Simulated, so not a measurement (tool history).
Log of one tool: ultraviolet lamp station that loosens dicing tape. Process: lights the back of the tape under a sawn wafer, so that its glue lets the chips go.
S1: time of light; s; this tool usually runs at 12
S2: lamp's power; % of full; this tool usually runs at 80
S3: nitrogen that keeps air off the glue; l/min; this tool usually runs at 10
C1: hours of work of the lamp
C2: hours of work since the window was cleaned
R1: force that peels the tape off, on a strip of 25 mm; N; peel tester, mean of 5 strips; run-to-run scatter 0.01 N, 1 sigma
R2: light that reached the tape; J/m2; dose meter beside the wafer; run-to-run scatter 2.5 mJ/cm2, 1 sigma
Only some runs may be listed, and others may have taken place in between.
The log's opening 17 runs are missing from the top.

run 18 hour=109.2 | S1=15 S2=80 S3=10 | C1=217 C2=281 | R1=0.388 R2=3290
run 19 hour=115.7 | S1=15 S2=80 S3=10 | C1=221 C2=285 | R1=0.411 R2=3300
run 20 hour=121.1 | S1=10 S2=80 S3=10 | C1=224 C2=288 | R1=0.912 R2=2200
run 21 hour=128.9 | S1=10 S2=80 S3=10 | C1=229 C2=293 | R1=0.957 R2=2210
run 22 hour=133.5 | S1=10 S2=80 S3=10 | C1=231 C2=296 | R1=0.924 R2=2200
run 23 hour=137.9 | S1=10 S2=80 S3=10 | C1=234 C2=299 | R1=0.948 R2=2250
run 24 hour=143.6 | S1=10 S2=80 S3=10 | C1=238 C2=302 | R1=0.919 R2=2180
run 25 hour=151.3 | S1=10 S2=80 S3=10 | C1=242 C2=307 | R1=0.936 R2=2160
run 26 hour=155 | S1=15 S2=87 S3=5 | C1=244 C2=309 | R1=0.633 R2=3560
run 27 hour=160.1 | S1=6 S2=93 S3=9 | C1=248 C2=312 | R1=1.849 R2=1530
run 28 hour=165.2 | S1=10 S2=93 S3=19 | C1=251 C2=315 | R1=0.436 R2=2480
run 29 hour=169.4 | S1=10 S2=93 S3=19 | C1=253 C2=318 | R1=0.449 R2=2440

What will run 30 give?
run 30 hour=178 | S1=10 S2=80 S3=8 | C1=258 C2=323 | R1=? R2=?

Run 30 came out at R1 1.104 N, R2 2200 J/m2.
With the hidden condition absent and the run-to-run variation left alone, this run would have shown R1 0.766 N, R2 2670 J/m2.
